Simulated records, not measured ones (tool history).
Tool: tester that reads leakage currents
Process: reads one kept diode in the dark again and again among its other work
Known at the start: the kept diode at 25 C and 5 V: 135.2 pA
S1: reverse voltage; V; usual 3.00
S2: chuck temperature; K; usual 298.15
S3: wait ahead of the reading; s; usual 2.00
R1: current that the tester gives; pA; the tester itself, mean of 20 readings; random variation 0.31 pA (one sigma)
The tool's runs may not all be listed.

{"run": 1, "hour": 0.0, "S1": 3.0, "S2": 298.15, "S3": 2.0, "R1": 105.5}
{"run": 2, "hour": 42.4, "S1": 3.0, "S2": 298.15, "S3": 2.0, "R1": 105.11}
{"run": 3, "hour": 80.9, "S1": 3.0, "S2": 298.15, "S3": 2.0, "R1": 105.91}
{"run": 4, "hour": 129.3, "S1": 3.0, "S2": 298.15, "S3": 2.0, "R1": 105.44}
{"run": 5, "hour": 172.7, "S1": 3.0, "S2": 298.15, "S3": 2.0, "R1": 105.52}
{"run": 6, "hour": 242.4, "S1": 3.0, "S2": 298.15, "S3": 2.0, "R1": 106.58}
{"run": 7, "hour": 323.3, "S1": 3.0, "S2": 298.15, "S3": 2.0, "R1": 106.57}
{"run": 8, "hour": 382.4, "S1": 1.26, "S2": 298.15, "S3": 2.0, "R1": 63.45}
{"run": 9, "hour": 464.2, "S1": 3.0, "S2": 298.15, "S3": 2.0, "R1": 107.04}
{"run": 10, "hour": 507.3, "S1": 3.0, "S2": 298.15, "S3": 2.0, "R1": 106.99}
{"run": 11, "hour": 581.9, "S1": 3.0, "S2": 316.15, "S3": 2.0, "R1": 463.62}
{"run": 12, "hour": 621.0, "S1": 3.0, "S2": 316.15, "S3": 2.0, "R1": 464.85}
{"run": 13, "hour": 664.2, "S1": 3.0, "S2": 316.15, "S3": 2.0, "R1": 465.92}
{"run": 14, "hour": 713.3, "S1": 19.87, "S2": 298.15, "S3": 2.0, "R1": 334.64}
{"run": 15, "hour": 772.4, "S1": 19.87, "S2": 301.15, "S3": 2.0, "R1": 431.58}
{"run": 16, "hour": 842.3, "S1": 19.87, "S2": 301.15, "S3": 2.0, "R1": 432.15}
{"run": 17, "hour": 906.7, "S1": 19.87, "S2": 301.15, "S3": 2.0, "R1": 433.53}
{"run": 18, "hour": 956.6, "S1": 3.0, "S2": 298.15, "S3": 1.67, "R1": 108.82}
{"run": 19, "hour": 1025.4, "S1": 3.0, "S2": 298.15, "S3": 2.0, "R1": 108.71}
{"run": 20, "hour": 1089.2, "S1": 3.0, "S2": 330.15, "S3": 2.0, "R1": 1318.44}
{"hour": 1162.9, "done": "chuck's temperature calibrated"}
{"run": 21, "hour": 1162.9, "S1": 10.04, "S2": 299.15, "S3": 7.82, "R1": 231.32}
{"run": 22, "hour": 1213.2, "S1": 12.94, "S2": 298.15, "S3": 2.0, "R1": 253.13}
{"run": 23, "hour": 1279.2, "S1": 9.24, "S2": 305.15, "S3": 2.12, "R1": 364.96}

Forecast run 24:
{"run": 24, "hour": 1347.9, "S1": 9.24, "S2": 305.15, "S3": 2.12, "R1": "?"}

Run 24 gave R1 364.57 pA.
Without the tool's hidden state the same run would have given R1 353.48 pA.

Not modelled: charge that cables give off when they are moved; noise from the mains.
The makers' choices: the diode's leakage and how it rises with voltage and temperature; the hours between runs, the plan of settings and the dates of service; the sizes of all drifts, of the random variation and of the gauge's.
